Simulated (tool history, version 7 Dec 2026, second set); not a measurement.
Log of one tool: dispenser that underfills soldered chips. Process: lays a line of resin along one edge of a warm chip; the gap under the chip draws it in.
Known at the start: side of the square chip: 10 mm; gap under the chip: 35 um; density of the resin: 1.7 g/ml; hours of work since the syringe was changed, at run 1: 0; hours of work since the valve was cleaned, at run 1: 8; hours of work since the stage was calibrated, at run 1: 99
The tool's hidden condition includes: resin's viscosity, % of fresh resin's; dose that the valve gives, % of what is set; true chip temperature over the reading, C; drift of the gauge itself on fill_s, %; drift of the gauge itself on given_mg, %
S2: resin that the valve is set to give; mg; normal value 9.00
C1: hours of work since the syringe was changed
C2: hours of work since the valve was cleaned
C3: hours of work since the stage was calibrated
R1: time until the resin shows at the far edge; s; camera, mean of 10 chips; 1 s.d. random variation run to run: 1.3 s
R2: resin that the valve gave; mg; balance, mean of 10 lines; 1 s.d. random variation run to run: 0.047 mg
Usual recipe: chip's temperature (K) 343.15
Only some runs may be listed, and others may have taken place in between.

{"run": 1, "hour": 0.0, "chip's temperature (K)": 343.15, "S2": 9.0, "C1": 0, "C2": 8, "C3": 99, "R1": 128.9, "R2": 8.94}
{"run": 2, "hour": 6.4, "chip's temperature (K)": 343.15, "S2": 9.0, "C1": 4, "C2": 13, "C3": 103, "R1": 165.5, "R2": 8.88}
{"hour": 10.1, "done": "new syringe of resin"}
{"run": 3, "hour": 17.4, "chip's temperature (K)": 343.15, "S2": 7.85, "C1": 5, "C2": 19, "C3": 110, "R1": 172.3, "R2": 7.76}
{"hour": 19.7, "done": "new syringe of resin"}
{"hour": 29.4, "done": "new syringe of resin"}
{"run": 4, "hour": 29.4, "chip's temperature (K)": 343.15, "S2": 7.85, "C1": 0, "C2": 27, "C3": 118, "R1": 135.7, "R2": 7.68}
{"hour": 38.5, "done": "new syringe of resin"}
{"run": 5, "hour": 40.1, "chip's temperature (K)": 343.15, "S2": 7.85, "C1": 1, "C2": 33, "C3": 124, "R1": 144.8, "R2": 7.65}
{"run": 6, "hour": 45.6, "chip's temperature (K)": 343.15, "S2": 9.0, "C1": 5, "C2": 37, "C3": 128, "R1": 167.3, "R2": 8.81}
{"hour": 48.1, "done": "new syringe of resin"}
{"hour": 57.3, "done": "new syringe of resin"}
{"run": 7, "hour": 58.1, "chip's temperature (K)": 333.15, "S2": 9.0, "C1": 1, "C2": 44, "C3": 135, "R1": 194.8, "R2": 8.8}
{"hour": 63.1, "done": "dispensing valve cleaned and set on the balance"}
{"hour": 67.6, "done": "new syringe of resin"}
{"run": 8, "hour": 71.0, "chip's temperature (K)": 333.15, "S2": 9.0, "C1": 2, "C2": 5, "C3": 143, "R1": 211.4, "R2": 8.92}
{"hour": 77.3, "done": "new syringe of resin"}
{"run": 9, "hour": 81.2, "chip's temperature (K)": 329.15, "S2": 9.0, "C1": 3, "C2": 11, "C3": 149, "R1": 245.6, "R2": 8.94}
{"hour": 87.4, "done": "new syringe of resin"}
{"run": 10, "hour": 88.4, "chip's temperature (K)": 343.15, "S2": 9.0, "C1": 1, "C2": 16, "C3": 153, "R1": 133.3, "R2": 8.92}
{"hour": 97.2, "done": "new syringe of resin"}
{"run": 11, "hour": 99.8, "chip's temperature (K)": 343.15, "S2": 9.0, "C1": 2, "C2": 23, "C3": 161, "R1": 141.4, "R2": 8.91}
{"hour": 106.3, "done": "new syringe of resin"}
{"run": 12, "hour": 107.1, "chip's temperature (K)": 343.15, "S2": 9.0, "C1": 1, "C2": 27, "C3": 165, "R1": 130.6, "R2": 8.86}
{"run": 13, "hour": 114.7, "chip's temperature (K)": 343.15, "S2": 11.62, "C1": 5, "C2": 32, "C3": 170, "R1": 166.9, "R2": 11.42}
{"hour": 115.8, "done": "new syringe of resin"}
{"run": 14, "hour": 123.6, "chip's temperature (K)": 353.15, "S2": 9.0, "C1": 5, "C2": 38, "C3": 175, "R1": 118.9, "R2": 8.79}
{"hour": 125.0, "done": "new syringe of resin"}
{"run": 15, "hour": 133.1, "chip's temperature (K)": 353.15, "S2": 9.0, "C1": 5, "C2": 43, "C3": 181, "R1": 116.7, "R2": 8.74}
{"hour": 134.5, "done": "new syringe of resin"}
{"hour": 139.8, "done": "dispensing valve cleaned and set on the balance"}
{"run": 16, "hour": 143.1, "chip's temperature (K)": 354.15, "S2": 9.0, "C1": 5, "C2": 2, "C3": 187, "R1": 110.9, "R2": 8.93}
{"hour": 145.2, "done": "new syringe of resin"}
{"run": 17, "hour": 149.3, "chip's temperature (K)": 354.15, "S2": 9.0, "C1": 3, "C2": 6, "C3": 191, "R1": 98.9, "R2": 8.95}
{"hour": 154.8, "done": "new syringe of resin"}
{"run": 18, "hour": 156.0, "chip's temperature (K)": 354.15, "S2": 9.37, "C1": 1, "C2": 10, "C3": 195, "R1": 87.6, "R2": 9.32}
{"run": 19, "hour": 163.1, "chip's temperature (K)": 344.15, "S2": 9.65, "C1": 5, "C2": 15, "C3": 199, "R1": 160.6, "R2": 9.57}
{"hour": 164.5, "done": "new syringe of resin"}
{"hour": 173.7, "done": "new syringe of resin"}
{"run": 20, "hour": 174.4, "chip's temperature (K)": 338.15, "S2": 8.47, "C1": 0, "C2": 21, "C3": 206, "R1": 158.6, "R2": 8.3}
{"run": 21, "hour": 180.2, "chip's temperature (K)": 340.15, "S2": 8.91, "C1": 4, "C2": 25, "C3": 210, "R1": 176.7, "R2": 8.71}
{"hour": 183.2, "done": "new syringe of resin"}
{"run": 22, "hour": 186.8, "chip's temperature (K)": 337.15, "S2": 9.0, "C1": 2, "C2": 29, "C3": 214, "R1": 180.0, "R2": 8.9}
{"hour": 192.3, "done": "new syringe of resin"}
{"run": 23, "hour": 198.8, "chip's temperature (K)": 330.15, "S2": 8.78, "C1": 4, "C2": 37, "C3": 221, "R1": 262.9, "R2": 8.64}
{"hour": 202.1, "done": "new syringe of resin"}
{"run": 24, "hour": 204.6, "chip's temperature (K)": 328.15, "S2": 9.36, "C1": 2, "C2": 40, "C3": 225, "R1": 244.9, "R2": 9.09}
{"hour": 211.3, "done": "new syringe of resin"}
{"run": 25, "hour": 212.5, "chip's temperature (K)": 337.15, "S2": 9.36, "C1": 1, "C2": 45, "C3": 230, "R1": 169.5, "R2": 9.13}
{"hour": 216.6, "done": "dispensing valve cleaned and set on the balance"}
{"hour": 221.6, "done": "new syringe of resin"}
{"run": 26, "hour": 221.6, "chip's temperature (K)": 337.15, "S2": 9.36, "C1": 0, "C2": 3, "C3": 235, "R1": 155.2, "R2": 9.3}
{"run": 27, "hour": 229.3, "chip's temperature (K)": 328.15, "S2": 8.86, "C1": 5, "C2": 8, "C3": 240, "R1": 285.2, "R2": 8.83}
{"hour": 231.6, "done": "new syringe of resin"}
{"run": 28, "hour": 238.1, "chip's temperature (K)": 329.15, "S2": 10.92, "C1": 4, "C2": 13, "C3": 245, "R1": 263.1, "R2": 10.75}
{"hour": 241.5, "done": "new syringe of resin"}
{"run": 29, "hour": 245.5, "chip's temperature (K)": 329.15, "S2": 10.92, "C1": 3, "C2": 18, "C3": 250, "R1": 236.4, "R2": 10.81}
{"hour": 251.6, "done": "new syringe of resin"}
{"run": 30, "hour": 255.6, "chip's temperature (K)": 329.15, "S2": 10.92, "C1": 3, "C2": 24, "C3": 256, "R1": 241.5, "R2": 10.79}
{"hour": 260.8, "done": "new syringe of resin"}
{"run": 31, "hour": 262.7, "chip's temperature (K)": 329.15, "S2": 10.92, "C1": 1, "C2": 29, "C3": 260, "R1": 228.3, "R2": 10.71}
{"hour": 270.6, "done": "new syringe of resin"}
{"run": 32, "hour": 275.4, "chip's temperature (K)": 331.15, "S2": 7.68, "C1": 3, "C2": 36, "C3": 268, "R1": 241.0, "R2": 7.57}
{"hour": 280.0, "done": "new syringe of resin"}
{"run": 33, "hour": 284.4, "chip's temperature (K)": 343.15, "S2": 9.74, "C1": 3, "C2": 42, "C3": 274, "R1": 146.3, "R2": 9.43}
{"hour": 289.5, "done": "new syringe of resin"}
{"run": 34, "hour": 290.5, "chip's temperature (K)": 343.15, "S2": 9.74, "C1": 1, "C2": 46, "C3": 277, "R1": 127.4, "R2": 9.4}
{"hour": 293.6, "done": "dispensing valve cleaned and set on the balance"}
{"hour": 300.1, "done": "new syringe of resin"}
{"run": 35, "hour": 301.6, "chip's temperature (K)": 355.15, "S2": 8.24, "C1": 1, "C2": 5, "C3": 284, "R1": 89.6, "R2": 8.17}

Forecast each of these 3 alternatives for the next run:
{"hour": 309.3, "done": "new syringe of resin"}
{"run": "A", "hour": 311.3, "chip's temperature (K)": 337.15, "S2": 11.15, "C1": 1, "C2": 11, "C3": 290, "R1": "?", "R2": "?"}
{"hour": 309.3, "done": "new syringe of resin"}
{"run": "B", "hour": 311.3, "chip's temperature (K)": 339.15, "S2": 9.0, "C1": 1, "C2": 11, "C3": 290, "R1": "?", "R2": "?"}
{"hour": 309.3, "done": "new syringe of resin"}
{"run": "C", "hour": 311.3, "chip's temperature (K)": 338.15, "S2": 8.24, "C1": 1, "C2": 11, "C3": 290, "R1": "?", "R2": "?"}

run=A R1=161.3 R2=11.03
run=B R1=153.4 R2=8.95
run=C R1=163.6 R2=8.23
Stripped of hidden state, with their random variation kept, the same runs would have yielded:
run=A R1=158.1 R2=11.11
run=B R1=150.2 R2=9.02
run=C R1=160.2 R2=8.29
